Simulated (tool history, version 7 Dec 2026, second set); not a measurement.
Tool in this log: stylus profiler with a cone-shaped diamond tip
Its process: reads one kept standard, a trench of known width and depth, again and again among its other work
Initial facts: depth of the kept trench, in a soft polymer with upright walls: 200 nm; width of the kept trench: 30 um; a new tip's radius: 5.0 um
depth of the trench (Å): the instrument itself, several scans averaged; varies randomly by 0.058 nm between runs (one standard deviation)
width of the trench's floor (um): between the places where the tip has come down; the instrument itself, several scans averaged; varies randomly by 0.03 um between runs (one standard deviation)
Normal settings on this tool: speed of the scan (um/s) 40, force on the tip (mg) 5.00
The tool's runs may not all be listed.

| run | hour | speed of the scan (um/s) | force on the tip (mg) | depth of the trench (Å) | width of the trench's floor (um) |
|---|---|---|---|---|---|
| 1 | 0.0 | 40 | 5.00 | 2029.8 | 26.71 |
| 2 | 12.5 | 40 | 5.00 | 2029.8 | 26.71 |
| 3 | 39.0 | 40 | 12.37 | 2056.9 | 26.70 |
| 4 | 52.7 | 40 | 12.34 | 2055.7 | 26.75 |
| 5 | 77.4 | 40 | 4.80 | 2028.9 | 26.67 |
| 6 | 105.7 | 40 | 5.00 | 2030.4 | 26.63 |
| 7 | 131.7 | 40 | 6.36 | 2035.5 | 26.62 |
| 8 | 144.9 | 40 | 3.18 | 2022.0 | 26.57 |
| 9 | 172.8 | 40 | 3.18 | 2022.0 | 26.58 |
| 10 | 196.7 | 76 | 3.18 | 2020.8 | 26.36 |
| 11 | 214.7 | 76 | 3.18 | 2021.4 | 26.38 |
| 12 | 234.2 | 18 | 5.00 | 2029.8 | 26.68 |
| 13 | 254.6 | 18 | 5.00 | 2029.9 | 26.63 |
| 14 | 267.6 | 18 | 5.00 | 2029.1 | 26.63 |
| 15 | 293.6 | 25 | 5.00 | 2029.7 | 26.60 |
| 16 | 315.5 | 141 | 5.00 | 2028.7 | 26.20 |
| 17 | 336.1 | 141 | 5.00 | 2029.2 | 26.13 |
| 18 | 351.2 | 40 | 5.00 | 2029.2 | 26.54 |
| 19 | 368.2 | 40 | 5.00 | 2030.1 | 26.52 |
|  | 371.5 | height scale calibrated on a step standard |
| 20 | 381.2 | 40 | 5.00 | 2030.0 | 26.54 |
| 21 | 396.0 | 40 | 5.00 | 2028.9 | 26.54 |
| 22 | 418.9 | 25 | 3.88 | 2023.9 | 26.55 |
| 23 | 437.1 | 43 | 6.12 | 2032.9 | 26.52 |
| 24 | 453.1 | 153 | 2.58 | 2018.3 | 25.92 |
|  | 461.1 | height scale calibrated on a step standard, once more |
| 25 | 482.9 | 139 | 2.62 | 2020.3 | 25.90 |
| 26 | 509.3 | 21 | 2.28 | 2018.6 | 26.55 |
| 27 | 528.8 | 75 | 3.52 | 2026.1 | 26.26 |
| 28 | 541.9 | 151 | 2.31 | 2017.7 | 25.80 |
| 29 | 560.9 | 151 | 2.31 | 2018.7 | 25.86 |
| 30 | 585.5 | 58 | 5.00 | 2031.4 | 26.37 |
| 31 | 615.4 | 52 | 5.80 | 2034.5 | 26.39 |
| 32 | 636.2 | 52 | 5.80 | 2034.0 | 26.36 |
| 33 | 662.4 | 27 | 3.68 | 2024.4 | 26.42 |
| 34 | 685.9 | 27 | 3.68 | 2025.6 | 26.43 |
| 35 | 701.3 | 65 | 10.90 | 2052.6 | 26.38 |
| 36 | 727.9 | 40 | 3.27 | 2023.5 | 26.35 |
| 37 | 746.9 | 13 | 3.62 | 2024.7 | 26.46 |
| 38 | 769.4 | 13 | 3.62 | 2024.4 | 26.43 |
| 39 | 793.8 | 13 | 3.62 | 2026.1 | 26.39 |
| 40 | 811.2 | 22 | 4.76 | 2029.1 | 26.37 |

Alternative continuations, all from the tool just after run 40; predict every row:
| A | 838.2 | 34 | 2.27 | ? | ? |
| B | 838.2 | 36 | 2.81 | ? | ? |
| C | 838.2 | 60 | 4.76 | ? | ? |
| D | 838.2 | 11 | 4.76 | ? | ? |
| E | 838.2 | 40 | 7.16 | ? | ? |

| run | depth of the trench (Å) | width of the trench's floor (um) |
|---|---|---|
| A | 2018.7 | 26.31 |
| B | 2021.7 | 26.32 |
| C | 2030.7 | 26.31 |
| D | 2029.8 | 26.44 |
| E | 2040.3 | 26.32 |
What these runs would have given with no unlogged condition in the tool:
| run | depth of the trench (Å) | width of the trench's floor (um) |
|---|---|---|
| A | 2019.0 | 27.03 |
| B | 2022.0 | 27.05 |
| C | 2030.9 | 27.03 |
| D | 2030.1 | 27.16 |
| E | 2040.5 | 27.05 |

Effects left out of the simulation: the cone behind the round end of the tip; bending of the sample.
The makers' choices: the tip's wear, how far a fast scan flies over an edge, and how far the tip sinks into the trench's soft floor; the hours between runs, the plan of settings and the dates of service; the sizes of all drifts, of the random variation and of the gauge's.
